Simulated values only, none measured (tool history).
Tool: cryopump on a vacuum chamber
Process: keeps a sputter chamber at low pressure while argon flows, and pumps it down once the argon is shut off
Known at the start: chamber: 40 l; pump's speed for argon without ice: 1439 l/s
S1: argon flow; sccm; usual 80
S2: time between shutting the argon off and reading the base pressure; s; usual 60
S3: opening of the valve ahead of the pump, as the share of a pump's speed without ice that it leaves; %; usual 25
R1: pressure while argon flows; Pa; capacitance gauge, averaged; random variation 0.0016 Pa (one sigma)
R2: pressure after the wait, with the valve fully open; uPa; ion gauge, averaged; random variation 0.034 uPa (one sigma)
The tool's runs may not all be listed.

Run 1, hour 0.0: usual settings. Result: R1 0.3809 Pa, R2 3.13 uPa.
Run 2, hour 100.9: usual settings but S3 23 %. Result: R1 0.4187 Pa, R2 3.24 uPa.
Run 3, hour 228.6: usual settings. Result: R1 0.3906 Pa, R2 3.40 uPa.
Run 4, hour 287.0: usual settings but S2 165 s. Result: R1 0.3921 Pa, R2 2.60 uPa.
Run 5, hour 378.0: usual settings but S1 36 sccm. Result: R1 0.1775 Pa, R2 3.72 uPa.
Run 6, hour 470.4: usual settings but S3 26 %. Result: R1 0.3919 Pa, R2 3.95 uPa.
At hour 588.1: pump warmed up, emptied and cooled again.
Run 7, hour 602.0: usual settings but S3 26 %. Result: R1 0.3604 Pa, R2 3.45 uPa.
Run 8, hour 684.4: usual settings but S2 277 s. Result: R1 0.3819 Pa, R2 2.37 uPa.
Run 9, hour 779.0: usual settings but S2 67 s. Result: R1 0.3864 Pa, R2 3.53 uPa.
Run 10, hour 863.8: usual settings but S2 67 s. Result: R1 0.3894 Pa, R2 3.78 uPa.
Run 11, hour 945.9: usual settings but S3 40 %. Result: R1 0.2523 Pa, R2 4.17 uPa.
Run 12, hour 1031.7: usual settings but S3 40 %. Result: R1 0.2554 Pa, R2 4.21 uPa.
Run 13, hour 1145.2: usual settings but S3 40 %. Result: R1 0.2633 Pa, R2 4.51 uPa.
Run 14, hour 1234.1: usual settings but S3 40 %. Result: R1 0.2691 Pa, R2 4.75 uPa.
At hour 1266.8: pump warmed up, emptied and cooled again.
Run 15, hour 1345.8: usual settings but S3 40 %. Result: R1 0.2405 Pa, R2 4.14 uPa.
Run 16, hour 1405.8: usual settings but S3 15 %. Result: R1 0.6366 Pa, R2 4.12 uPa.
Run 17, hour 1467.9: usual settings but S1 92 sccm, S2 243 s, S3 15 %. Result: R1 0.7298 Pa, R2 3.07 uPa.
Run 18, hour 1586.1: usual settings but S1 46 sccm, S2 67 s, S3 17 %. Result: R1 0.3259 Pa, R2 4.27 uPa.
Run 19, hour 1699.6: usual settings but S1 116 sccm, S2 84 s, S3 59 %. Result: R1 0.2607 Pa, R2 4.22 uPa.
Run 20, hour 1800.1: usual settings but S1 84 sccm, S2 81 s. Result: R1 0.4242 Pa, R2 4.47 uPa.
Run 21, hour 1861.6: usual settings but S1 84 sccm, S2 81 s. Result: R1 0.4252 Pa, R2 4.56 uPa.
Run 22, hour 1922.8: usual settings but S1 108 sccm, S2 122 s. Result: R1 0.5534 Pa, R2 4.47 uPa.
At hour 1948.3: pump warmed up, emptied and cooled again.
Run 23, hour 2000.1: usual settings but S2 49 s, S3 40 %. Result: R1 0.2414 Pa, R2 4.80 uPa.
At hour 2035.8: leaking fittings of the chamber tightened, without venting.
Run 24, hour 2109.4: usual settings but S1 62 sccm, S2 162 s, S3 57 %. Result: R1 0.1346 Pa, R2 0.85 uPa.
Run 25, hour 2196.9: usual settings but S1 62 sccm, S2 162 s, S3 57 %. Result: R1 0.1372 Pa, R2 0.97 uPa.
Run 26, hour 2292.3: usual settings but S3 56 %. Result: R1 0.1839 Pa, R2 2.06 uPa.
Run 27, hour 2372.6: usual settings but S3 56 %. Result: R1 0.1889 Pa, R2 2.15 uPa.
Run 28, hour 2435.3: usual settings but S3 56 %. Result: R1 0.1937 Pa, R2 2.25 uPa.
Run 29, hour 2533.1: usual settings but S1 99 sccm, S2 106 s, S3 27 %. Result: R1 0.4708 Pa, R2 1.62 uPa.
At hour 2625.8: pump warmed up, emptied and cooled again.
Run 30, hour 2648.5: usual settings but S1 99 sccm, S2 106 s, S3 27 %. Result: R1 0.4356 Pa, R2 1.57 uPa.
Run 31, hour 2733.8: usual settings but S1 99 sccm, S2 106 s, S3 27 %. Result: R1 0.4382 Pa, R2 1.61 uPa.
Run 32, hour 2813.0: usual settings but S1 59 sccm, S2 36 s, S3 15 %. Result: R1 0.4716 Pa, R2 3.46 uPa.

3 ways to go on from here, each from the tool as it stands after run 32. What would each give?
Run A, hour 2936.7: usual settings but S1 86 sccm, S2 35 s, S3 30 %. Result: R1 ?, R2 ?.
Run B, hour 2936.7: usual settings but S1 59 sccm, S2 133 s, S3 15 %. Result: R1 ?, R2 ?.
Run C, hour 2936.7: usual settings but S1 81 sccm, S2 299 s, S3 19 %. Result: R1 ?, R2 ?.

run      R1    R2
  A  0.3569  3.63
  B  0.4744  1.66
  C  0.5213  1.23
Without the tool's hidden state the same runs would have given:
run      R1    R2
  A  0.3391  2.94
  B  0.4622  0.96
  C  0.5044  0.53
